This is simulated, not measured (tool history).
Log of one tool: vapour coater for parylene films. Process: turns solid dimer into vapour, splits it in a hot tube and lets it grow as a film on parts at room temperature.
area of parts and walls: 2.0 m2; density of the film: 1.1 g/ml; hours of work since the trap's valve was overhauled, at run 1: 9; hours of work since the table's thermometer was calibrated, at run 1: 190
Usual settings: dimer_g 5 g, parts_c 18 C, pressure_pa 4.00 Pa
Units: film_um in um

run	hour	dimer_g	parts_c	pressure_pa	hours of work since the trap's valve was overhauled	hours of work since the table's thermometer was calibrated	film_um
1	0.0	5	18	4.00	9	190	1.46
2	14.1	5	18	4.00	19	200	1.44
3	28.0	5	18	4.00	29	210	1.44
4	45.1	4	18	4.00	41	222	1.14
5	58.8	4	18	4.00	50	231	1.16
6	72.4	5	18	3.22	60	241	1.49
7	95.8	8	18	4.00	76	258	2.30
8	128.8	8	18	4.00	99	281	2.28
9	154.0	8	18	4.00	117	298	2.25
10	177.5	7	18	5.23	134	315	1.87
11	193.1	2	12	4.00	144	326	0.64
12	217.3	7	20	4.00	161	343	1.86
# hour 220.6: table's thermometer calibrated
13	233.7	3	13	2.26	172	9	1.05
14	261.6	4	13	9.79	192	29	1.06
15	276.4	4	13	9.79	202	39	1.05

The next listed run, before its measurement:
16	306.6	7	11	2.67	224	60	?

film_um: 2.37 um
Without the tool's hidden state the same run would have given film_um 2.58 um.

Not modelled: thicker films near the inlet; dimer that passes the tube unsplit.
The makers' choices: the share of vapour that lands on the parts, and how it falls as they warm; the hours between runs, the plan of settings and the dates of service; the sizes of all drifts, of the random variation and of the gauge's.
